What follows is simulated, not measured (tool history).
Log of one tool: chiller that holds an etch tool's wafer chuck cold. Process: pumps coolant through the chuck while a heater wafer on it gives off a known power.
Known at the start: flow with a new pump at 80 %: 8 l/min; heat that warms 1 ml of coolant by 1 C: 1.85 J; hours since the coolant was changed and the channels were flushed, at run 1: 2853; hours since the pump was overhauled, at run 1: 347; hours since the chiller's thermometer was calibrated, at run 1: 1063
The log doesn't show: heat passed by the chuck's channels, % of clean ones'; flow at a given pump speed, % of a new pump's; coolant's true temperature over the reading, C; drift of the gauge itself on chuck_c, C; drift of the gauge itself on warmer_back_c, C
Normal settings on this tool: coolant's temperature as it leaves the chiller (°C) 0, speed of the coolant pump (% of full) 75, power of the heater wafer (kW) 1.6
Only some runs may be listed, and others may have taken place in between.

run	day	coolant's temperature as it leaves the chiller (°C)	speed of the coolant pump (% of full)	power of the heater wafer (kW)	hours since the coolant was changed and the channels were flushed	hours since the pump was overhauled	hours since the chiller's thermometer was calibrated	chuck's temperature once it has settled (°C)	how much warmer the coolant comes back (C)
1	0	0	75	1.6	2853	347	1063	14.5	6.9
2	1.188	0	75	2.008	2882	376	1092	18.3	8.73
3	3.083	5	75	1.6	2927	421	1137	19.4	6.9
4	4.15	5	75	1.6	2953	447	1163	19.6	6.89
5	5.858	5	75	1.6	2994	488	1204	19.7	6.87
6	6.979	5	75	1.6	3021	515	1231	19.5	6.93
7	8.771	5	75	1.6	3064	558	1274	19.6	6.93
8	10.308	-7	75	1.6	3101	595	1311	7.6	6.99
# day 10.696: coolant pump overhauled
9	11.425	-7	61	1.6	3122	17	1332	10.3	8.58
10	13.212	-7	61	1.6	3165	60	1375	10.4	8.69
11	15.033	0	75	1.491	3209	104	1419	13.8	6.54
# day 16.171: coolant pump overhauled, once more
12	16.775	0	75	1.491	3246	14	1456	13.8	6.42
13	18.158	-2	64	1.619	3279	48	1489	14.7	8.31
14	19.375	-2	64	1.619	3308	77	1518	14.8	8.3
15	20.954	-5	79	1.627	3346	115	1556	9.3	6.67
16	22.7	6	88	1.341	3388	157	1598	16.8	4.96
17	24.212	0	92	1.117	3424	193	1634	8.7	3.92
18	25.75	0	87	1.6	3461	230	1671	13.3	5.93
19	27.392	-5	75	0.853	3501	269	1710	2.6	3.72
20	29.058	5	77	2.384	3541	309	1751	26.6	10.11
21	30.633	-3	61	0.959	3579	347	1788	7.4	5.17
22	32.017	-3	75	2.353	3612	380	1822	18.6	10.26
23	33.908	-3	75	2.353	3657	426	1867	18.6	10.22

Branching from run 23: 4 alternative next runs. What would each branch give?
A	34.842	-3	75	1.429	3680	448	1889	?	?
B	34.842	-3	83	2.353	3680	448	1889	?	?
C	34.842	10	73	1.6	3680	448	1889	?	?
D	34.842	-7	99	1.685	3680	448	1889	?	?

run	chuck's temperature once it has settled (°C)	how much warmer the coolant comes back (C)
A	10.2	6.15
B	17.1	9.24
C	25	7.2
D	5.2	5.47
With no hidden state in the tool, these same runs would have given:
run	chuck's temperature once it has settled (°C)	how much warmer the coolant comes back (C)
A	9.9	6.11
B	16.5	9.18
C	24.6	7.16
D	4.9	5.44
